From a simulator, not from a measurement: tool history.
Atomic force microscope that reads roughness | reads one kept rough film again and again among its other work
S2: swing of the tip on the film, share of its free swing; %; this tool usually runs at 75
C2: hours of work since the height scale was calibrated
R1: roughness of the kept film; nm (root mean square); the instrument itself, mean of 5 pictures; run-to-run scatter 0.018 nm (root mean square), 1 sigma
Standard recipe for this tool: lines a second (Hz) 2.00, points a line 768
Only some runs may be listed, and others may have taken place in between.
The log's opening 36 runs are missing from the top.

{"day": 57.504, "done": "new tip fitted"}
{"run": 37, "day": 58.996, "lines a second (Hz)": 0.77, "S2": 75, "points a line": 318, "pictures with this tip": 83, "C2": 793, "R1": 4.855}
{"run": 38, "day": 60.479, "lines a second (Hz)": 2.87, "S2": 71, "points a line": 638, "pictures with this tip": 167, "C2": 821, "R1": 4.404}
{"day": 62.471, "done": "new tip fitted"}
{"run": 39, "day": 62.717, "lines a second (Hz)": 2.87, "S2": 71, "points a line": 638, "pictures with this tip": 14, "C2": 862, "R1": 4.412}
{"run": 40, "day": 64.771, "lines a second (Hz)": 0.67, "S2": 71, "points a line": 457, "pictures with this tip": 129, "C2": 900, "R1": 4.972}
{"run": 41, "day": 66.129, "lines a second (Hz)": 0.67, "S2": 71, "points a line": 457, "pictures with this tip": 205, "C2": 925, "R1": 4.964}
{"run": 42, "day": 67.2, "lines a second (Hz)": 0.59, "S2": 75, "points a line": 353, "pictures with this tip": 266, "C2": 945, "R1": 4.981}
{"day": 67.483, "done": "new tip fitted"}
{"run": 43, "day": 68.412, "lines a second (Hz)": 2.9, "S2": 85, "points a line": 691, "pictures with this tip": 52, "C2": 967, "R1": 3.81}
{"run": 44, "day": 70.588, "lines a second (Hz)": 1.08, "S2": 58, "points a line": 261, "pictures with this tip": 174, "C2": 1007, "R1": 5.053}
{"day": 72.254, "done": "height scale calibrated on a step standard"}
{"day": 72.425, "done": "new tip fitted"}
{"run": 45, "day": 72.792, "lines a second (Hz)": 2.0, "S2": 58, "points a line": 673, "pictures with this tip": 20, "C2": 10, "R1": 4.937}
{"run": 46, "day": 74.329, "lines a second (Hz)": 2.0, "S2": 58, "points a line": 945, "pictures with this tip": 107, "C2": 38, "R1": 4.915}
{"run": 47, "day": 75.446, "lines a second (Hz)": 2.0, "S2": 58, "points a line": 945, "pictures with this tip": 169, "C2": 59, "R1": 4.924}
{"day": 77.346, "done": "new tip fitted"}
{"run": 48, "day": 77.346, "lines a second (Hz)": 0.56, "S2": 70, "points a line": 434, "pictures with this tip": 0, "C2": 93, "R1": 4.971}
{"run": 49, "day": 78.988, "lines a second (Hz)": 2.0, "S2": 60, "points a line": 763, "pictures with this tip": 92, "C2": 124, "R1": 4.868}
{"run": 50, "day": 81.033, "lines a second (Hz)": 2.0, "S2": 60, "points a line": 763, "pictures with this tip": 207, "C2": 161, "R1": 4.856}
{"day": 82.354, "done": "new tip fitted"}
{"run": 51, "day": 82.567, "lines a second (Hz)": 2.0, "S2": 55, "points a line": 434, "pictures with this tip": 12, "C2": 189, "R1": 4.976}

What if the next run were any one of these 5? Each begins from the tool's condition after run 51:
{"run": "A", "day": 83.738, "lines a second (Hz)": 0.51, "S2": 75, "points a line": 384, "pictures with this tip": 77, "C2": 211, "R1": "?"}
{"run": "B", "day": 83.738, "lines a second (Hz)": 2.0, "S2": 62, "points a line": 768, "pictures with this tip": 77, "C2": 211, "R1": "?"}
{"run": "C", "day": 83.738, "lines a second (Hz)": 2.31, "S2": 85, "points a line": 942, "pictures with this tip": 77, "C2": 211, "R1": "?"}
{"run": "D", "day": 83.738, "lines a second (Hz)": 2.0, "S2": 65, "points a line": 881, "pictures with this tip": 77, "C2": 211, "R1": "?"}
{"run": "E", "day": 83.738, "lines a second (Hz)": 2.99, "S2": 71, "points a line": 883, "pictures with this tip": 77, "C2": 211, "R1": "?"}

run=A R1=4.981
run=B R1=4.824
run=C R1=4.024
run=D R1=4.778
run=E R1=4.376
What these runs would have given with no unlogged condition in the tool:
run=A R1=4.985
run=B R1=4.828
run=C R1=4.027
run=D R1=4.782
run=E R1=4.380
